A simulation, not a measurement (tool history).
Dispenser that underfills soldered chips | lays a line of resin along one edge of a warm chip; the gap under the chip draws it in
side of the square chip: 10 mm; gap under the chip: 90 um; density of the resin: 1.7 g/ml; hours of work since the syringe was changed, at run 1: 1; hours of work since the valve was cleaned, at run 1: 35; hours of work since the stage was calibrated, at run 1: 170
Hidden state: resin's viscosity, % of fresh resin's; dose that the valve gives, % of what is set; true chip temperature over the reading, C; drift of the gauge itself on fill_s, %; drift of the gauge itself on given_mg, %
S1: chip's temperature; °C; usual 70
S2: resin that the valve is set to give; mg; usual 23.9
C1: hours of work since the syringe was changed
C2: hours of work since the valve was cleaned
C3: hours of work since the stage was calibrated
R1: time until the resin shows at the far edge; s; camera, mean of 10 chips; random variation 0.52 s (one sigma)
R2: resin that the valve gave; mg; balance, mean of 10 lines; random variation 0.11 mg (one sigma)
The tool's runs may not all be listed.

run   hour  S1    S2  C1  C2   C3     R1     R2
  1    0.0  70  23.9   1  35  170   44.4  23.33
       9.7  -- new syringe of resin
  2   11.0  70  23.9   1  43  179   42.4  23.09
  3   20.0  59  23.9   8  50  186  120.1  23.22
      21.2  -- new syringe of resin
  4   30.8  59  23.9   8  59  194  117.5  22.89
      33.1  -- new syringe of resin
  5   39.5  59  23.9   5  65  201   96.4  22.45
      45.0  -- new syringe of resin
      47.2  -- dispensing valve cleaned and set on the balance
  6   47.3  59  23.9   1   0  206   74.0  23.97
      58.3  -- new syringe of resin
  7   59.2  59  23.9   1   9  215   70.2  23.46
      70.1  -- new syringe of resin
  8   72.4  59  23.9   2  20  226   77.9  23.64
  9   79.1  59  23.9   7  25  231  112.4  23.34
      82.3  -- new syringe of resin
 10   88.0  59  23.9   5  32  238   92.1  23.45
      93.7  -- new syringe of resin
 11   95.8  59  23.9   2  38  244   74.9  23.29
     105.4  -- new syringe of resin
 12  107.2  70  23.9   1  47  253   42.6  23.08
     117.5  -- new syringe of resin
 13  120.3  70  23.9   2  57  263   46.5  22.92
 14  128.1  70  21.0   8  63  269   72.8  19.99
     129.3  -- new syringe of resin
 15  135.1  70  28.4   5  68  274   52.1  27.25
     138.7  -- dispensing valve cleaned and set on the balance
     142.7  -- new syringe of resin
 16  148.8  70  28.4   5   8  284   53.2  28.56
     154.6  -- new syringe of resin
 17  155.6  70  23.9   1  13  289   41.4  23.77
 18  164.9  70  23.9   8  20  297   67.5  23.50
     167.0  -- new syringe of resin
 19  173.6  64  28.6   5  27  303   72.8  27.99
     178.8  -- new syringe of resin
 20  185.6  59  21.6   5  36  313   97.4  20.90
     190.3  -- new syringe of resin
 21  193.9  59  21.6   3  43  319   80.6  20.88
     201.9  -- new syringe of resin
 22  201.9  60  27.1   0  49  325   64.1  26.15
 23  212.1  63  26.0   8  57  333   93.3  24.63
     214.1  -- new syringe of resin
 24  224.5  66  22.8   8  67  343   83.5  21.75
     226.0  -- new syringe of resin
     230.8  -- dispensing valve cleaned and set on the balance
 25  234.1  56  28.4   6   3  350  109.0  28.51
     239.3  -- new syringe of resin
 26  246.3  59  21.3   6  12  359   99.9  21.29
     251.1  -- new syringe of resin
     252.1  -- stage's temperature calibrated
 27  259.3  82  21.1   6  21    6   38.0  20.86
     264.3  -- new syringe of resin
 28  265.0  79  28.8   1  26   10   28.9  28.13
 29  273.7  58  26.4   7  33   17  129.2  25.62
     276.4  -- new syringe of resin
 30  281.8  68  26.4   4  39   23   62.1  25.78
     288.1  -- new syringe of resin
 31  288.1  72  21.7   0  44   28   39.2  21.13
 32  297.8  72  21.7   8  51   36   67.0  20.80
     300.3  -- new syringe of resin
 33  307.4  59  20.8   6  59   43  113.1  19.93
     311.7  -- new syringe of resin
 34  313.9  74  26.5   2  64   48   38.0  25.32
 35  321.7  60  23.9   8  70   54  119.3  22.89
     323.1  -- new syringe of resin
     324.1  -- dispensing valve cleaned and set on the balance
 36  329.6  77  21.0   4   4   60   42.3  21.13

How the hidden state differs across the entries between the runs, from the last listed run before each to the first after it:
Between runs 1 and 2: new syringe of resin (hour 9.7)
  resin's viscosity, % of fresh resin's: 109.4 -> 106.2; dose that the valve gives, % of what is set: 97.51 -> 96.87; true chip temperature over the reading, C: 0.94 -> 0.99
  measured less the result without the state, R1: +2.1 -> +0.7 s; R2: -0.59 -> -0.74 mg
Between runs 3 and 4: new syringe of resin (hour 21.2)
  resin's viscosity, % of fresh resin's: 173.2 -> 170.6; dose that the valve gives, % of what is set: 96.35 -> 95.72; true chip temperature over the reading, C: 1.03 -> 1.08
  measured less the result without the state, R1: +47.5 -> +45.3 s; R2: -0.88 -> -1.03 mg
Between runs 4 and 5: new syringe of resin (hour 33.1)
  resin's viscosity, % of fresh resin's: 170.6 -> 139.8; dose that the valve gives, % of what is set: 95.72 -> 95.25; true chip temperature over the reading, C: 1.08 -> 1.11
  measured less the result without the state, R1: +45.3 -> +23.9 s; R2: -1.03 -> -1.12 mg
Between runs 5 and 6: new syringe of resin (hour 45.0); dispensing valve cleaned and set on the balance (hour 47.2)
  resin's viscosity, % of fresh resin's: 139.8 -> 107.6; dose that the valve gives, % of what is set: 95.25 -> 100.11; true chip temperature over the reading, C: 1.11 -> 1.15
  measured less the result without the state, R1: +23.9 -> +1.1 s; R2: -1.12 -> +0.03 mg
Between runs 6 and 7: new syringe of resin (hour 58.3)
  resin's viscosity, % of fresh resin's: 107.6 -> 103.9; dose that the valve gives, % of what is set: 100.11 -> 99.4; true chip temperature over the reading, C: 1.15 -> 1.2
  measured less the result without the state, R1: +1.1 -> -1.5 s; R2: +0.03 -> -0.14 mg
Between runs 7 and 8: new syringe of resin (hour 70.1)
  resin's viscosity, % of fresh resin's: 103.9 -> 113.2; dose that the valve gives, % of what is set: 99.4 -> 98.71; true chip temperature over the reading, C: 1.2 -> 1.26
  measured less the result without the state, R1: -1.5 -> +4.7 s; R2: -0.14 -> -0.31 mg
Between runs 9 and 10: new syringe of resin (hour 82.3)
  resin's viscosity, % of fresh resin's: 163.2 -> 135.1; dose that the valve gives, % of what is set: 98.28 -> 97.8; true chip temperature over the reading, C: 1.29 -> 1.33
  measured less the result without the state, R1: +39.0 -> +19.3 s; R2: -0.41 -> -0.53 mg
Between runs 10 and 11: new syringe of resin (hour 93.7)
  resin's viscosity, % of fresh resin's: 135.1 -> 112; dose that the valve gives, % of what is set: 97.8 -> 97.34; true chip temperature over the reading, C: 1.33 -> 1.36
  measured less the result without the state, R1: +19.3 -> +3.5 s; R2: -0.53 -> -0.63 mg
Between runs 11 and 12: new syringe of resin (hour 105.4)
  resin's viscosity, % of fresh resin's: 112 -> 109.2; dose that the valve gives, % of what is set: 97.34 -> 96.7; true chip temperature over the reading, C: 1.36 -> 1.41
  measured less the result without the state, R1: +3.5 -> +1.1 s; R2: -0.63 -> -0.79 mg
Between runs 12 and 13: new syringe of resin (hour 117.5)
  resin's viscosity, % of fresh resin's: 109.2 -> 117.3; dose that the valve gives, % of what is set: 96.7 -> 95.94; true chip temperature over the reading, C: 1.41 -> 1.47
  measured less the result without the state, R1: +1.1 -> +4.3 s; R2: -0.79 -> -0.97 mg
Between runs 14 and 15: new syringe of resin (hour 129.3)
  resin's viscosity, % of fresh resin's: 179.5 -> 135.9; dose that the valve gives, % of what is set: 95.49 -> 95.06; true chip temperature over the reading, C: 1.5 -> 1.54
  measured less the result without the state, R1: +29.9 -> +10.9 s; R2: -0.94 -> -1.41 mg
Between runs 15 and 16: dispensing valve cleaned and set on the balance (hour 138.7); new syringe of resin (hour 142.7)
  resin's viscosity, % of fresh resin's: 135.9 -> 139.6; dose that the valve gives, % of what is set: 95.06 -> 99.41; true chip temperature over the reading, C: 1.54 -> 1.6
  measured less the result without the state, R1: +10.9 -> +12.1 s; R2: -1.41 -> -0.17 mg
Between runs 16 and 17: new syringe of resin (hour 154.6)
  resin's viscosity, % of fresh resin's: 139.6 -> 105.3; dose that the valve gives, % of what is set: 99.41 -> 99.04; true chip temperature over the reading, C: 1.6 -> 1.63
  measured less the result without the state, R1: +12.1 -> -1.0 s; R2: -0.17 -> -0.23 mg
Between runs 18 and 19: new syringe of resin (hour 167.0)
  resin's viscosity, % of fresh resin's: 174 -> 141.6; dose that the valve gives, % of what is set: 98.48 -> 98; true chip temperature over the reading, C: 1.68 -> 1.72
  measured less the result without the state, R1: +25.4 -> +16.9 s; R2: -0.37 -> -0.57 mg
Between runs 19 and 20: new syringe of resin (hour 178.8)
  resin's viscosity, % of fresh resin's: 141.6 -> 143; dose that the valve gives, % of what is set: 98 -> 97.29; true chip temperature over the reading, C: 1.72 -> 1.77
  measured less the result without the state, R1: +16.9 -> +23.3 s; R2: -0.57 -> -0.58 mg
Between runs 20 and 21: new syringe of resin (hour 190.3)
  resin's viscosity, % of fresh resin's: 143 -> 120.3; dose that the valve gives, % of what is set: 97.29 -> 96.83; true chip temperature over the reading, C: 1.77 -> 1.81
  measured less the result without the state, R1: +23.3 -> +7.7 s; R2: -0.58 -> -0.69 mg
Between runs 21 and 22: new syringe of resin (hour 201.9)
  resin's viscosity, % of fresh resin's: 120.3 -> 100.9; dose that the valve gives, % of what is set: 96.83 -> 96.37; true chip temperature over the reading, C: 1.81 -> 1.84
  measured less the result without the state, R1: +7.7 -> -5.4 s; R2: -0.69 -> -0.99 mg
Between runs 23 and 24: new syringe of resin (hour 214.1)
  resin's viscosity, % of fresh resin's: 174.7 -> 178.2; dose that the valve gives, % of what is set: 95.78 -> 95.05; true chip temperature over the reading, C: 1.89 -> 1.95
  measured less the result without the state, R1: +35.0 -> +32.4 s; R2: -1.09 -> -1.13 mg
Between runs 24 and 25: new syringe of resin (hour 226.0); dispensing valve cleaned and set on the balance (hour 230.8)
  resin's viscosity, % of fresh resin's: 178.2 -> 145.9; dose that the valve gives, % of what is set: 95.05 -> 99.96; true chip temperature over the reading, C: 1.95 -> 1.98
  measured less the result without the state, R1: +32.4 -> +26.3 s; R2: -1.13 -> -0.01 mg
Between runs 25 and 26: new syringe of resin (hour 239.3)
  resin's viscosity, % of fresh resin's: 145.9 -> 146.6; dose that the valve gives, % of what is set: 99.96 -> 99.25; true chip temperature over the reading, C: 1.98 -> 2.04
  measured less the result without the state, R1: +26.3 -> +24.5 s; R2: -0.01 -> -0.16 mg
Between runs 26 and 27: new syringe of resin (hour 251.1); stage's temperature calibrated (hour 252.1)
  resin's viscosity, % of fresh resin's: 146.6 -> 149.8; dose that the valve gives, % of what is set: 99.25 -> 98.56; true chip temperature over the reading, C: 2.04 -> -0.07
  measured less the result without the state, R1: +24.5 -> +12.8 s; R2: -0.16 -> -0.31 mg
Between runs 27 and 28: new syringe of resin (hour 264.3)
  resin's viscosity, % of fresh resin's: 149.8 -> 103.8; dose that the valve gives, % of what is set: 98.56 -> 98.23; true chip temperature over the reading, C: -0.07 -> -0.05
  measured less the result without the state, R1: +12.8 -> +1.1 s; R2: -0.31 -> -0.50 mg
Between runs 29 and 30: new syringe of resin (hour 276.4)
  resin's viscosity, % of fresh resin's: 166.6 -> 135.1; dose that the valve gives, % of what is set: 97.7 -> 97.25; true chip temperature over the reading, C: -0.01 -> 0.03
  measured less the result without the state, R1: +51.7 -> +16.2 s; R2: -0.61 -> -0.73 mg
Between runs 30 and 31: new syringe of resin (hour 288.1)
  resin's viscosity, % of fresh resin's: 135.1 -> 101.2; dose that the valve gives, % of what is set: 97.25 -> 96.92; true chip temperature over the reading, C: 0.03 -> 0.06
  measured less the result without the state, R1: +16.2 -> +0.6 s; R2: -0.73 -> -0.67 mg
Between runs 32 and 33: new syringe of resin (hour 300.3)
  resin's viscosity, % of fresh resin's: 171.5 -> 149.3; dose that the valve gives, % of what is set: 96.36 -> 95.79; true chip temperature over the reading, C: 0.11 -> 0.15
  measured less the result without the state, R1: +28.2 -> +37.7 s; R2: -0.79 -> -0.87 mg
Between runs 33 and 34: new syringe of resin (hour 311.7)
  resin's viscosity, % of fresh resin's: 149.3 -> 112.3; dose that the valve gives, % of what is set: 95.79 -> 95.41; true chip temperature over the reading, C: 0.15 -> 0.18
  measured less the result without the state, R1: +37.7 -> +4.0 s; R2: -0.87 -> -1.21 mg
Between runs 35 and 36: new syringe of resin (hour 323.1); dispensing valve cleaned and set on the balance (hour 324.1)
  resin's viscosity, % of fresh resin's: 171.3 -> 137.9; dose that the valve gives, % of what is set: 94.96 -> 99.82; true chip temperature over the reading, C: 0.22 -> 0.25
  measured less the result without the state, R1: +49.5 -> +11.4 s; R2: -1.21 -> -0.03 mg
